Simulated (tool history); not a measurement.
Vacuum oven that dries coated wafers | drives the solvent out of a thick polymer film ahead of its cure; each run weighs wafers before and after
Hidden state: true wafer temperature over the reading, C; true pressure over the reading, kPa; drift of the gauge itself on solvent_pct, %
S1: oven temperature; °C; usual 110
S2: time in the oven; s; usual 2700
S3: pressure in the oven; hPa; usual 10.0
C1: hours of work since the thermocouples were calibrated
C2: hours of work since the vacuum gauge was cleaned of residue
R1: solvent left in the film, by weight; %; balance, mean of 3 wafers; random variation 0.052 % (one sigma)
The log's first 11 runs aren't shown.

run    hour   S1    S2    S3    C1    C2    R1
 12   522.5  110  2700   7.9   977   961  1.65
 13   594.7  110  2700  10.0  1033  1017  1.76
 14   633.6  110  2700  10.0  1063  1047  1.81
      639.0  -- vacuum gauge cleaned of residue and calibrated
 15   668.0  110  2700  11.7  1089    23  1.94
      692.0  -- oven's thermocouples calibrated
 16   727.2  107  2700  11.7    27    67  2.44
 17   773.2  107  2700  11.7    63   103  2.34
      794.1  -- vacuum gauge cleaned of residue and calibrated, once more
 18   817.5  110  3420  10.0    97    18  0.89
 19   874.0  103  3000   6.2   141    62  2.31
 20   940.4  112  3180   9.9   192   114  0.94
 21  1002.3  110  2700  22.9   241   162  2.13
 22  1073.2  122  2700  30.1   296   217  1.24
 23  1103.1  125  1440  31.7   319   241  1.47
 24  1138.9  101  1440  31.7   347   269  7.20
 25  1177.1  101  1440  31.7   377   298  7.38
 26  1219.4   98  1620  10.0   410   331  6.62
 27  1289.1   98  4680   7.9   464   386  2.55
 28  1324.0   98  4680   7.9   491   413  2.44
 29  1376.2   98  4680   7.9   532   453  2.43
 30  1415.4   98  4680   7.9   562   484  2.44
 31  1458.3  112  4680  12.4   596   517  0.85
 32  1526.1  113  2100  13.1   648   570  1.95
 33  1573.6  103  3120  10.0   685   607  2.73
 34  1616.5  103  3120  10.0   719   641  2.75
 35  1665.7  103  3120  10.0   757   679  2.88
 36  1717.8  103  3120  10.0   798   719  2.89

Forecast each of these 5 alternatives for the next run:
  A  1777.2  104  1680  10.0  844  766   ?
  B  1777.2  107  2640   8.8  844  766   ?
  C  1777.2  122  3480   8.4  844  766   ?
  D  1777.2  110  2700   8.9  844  766   ?
  E  1777.2  110  2700   6.4  844  766   ?

run    R1
  A  4.99
  B  2.36
  C  0.49
  D  1.60
  E  1.54
Without the tool's hidden state the same runs would have given:
run    R1
  A  4.41
  B  1.86
  C  0.32
  D  1.19
  E  1.13
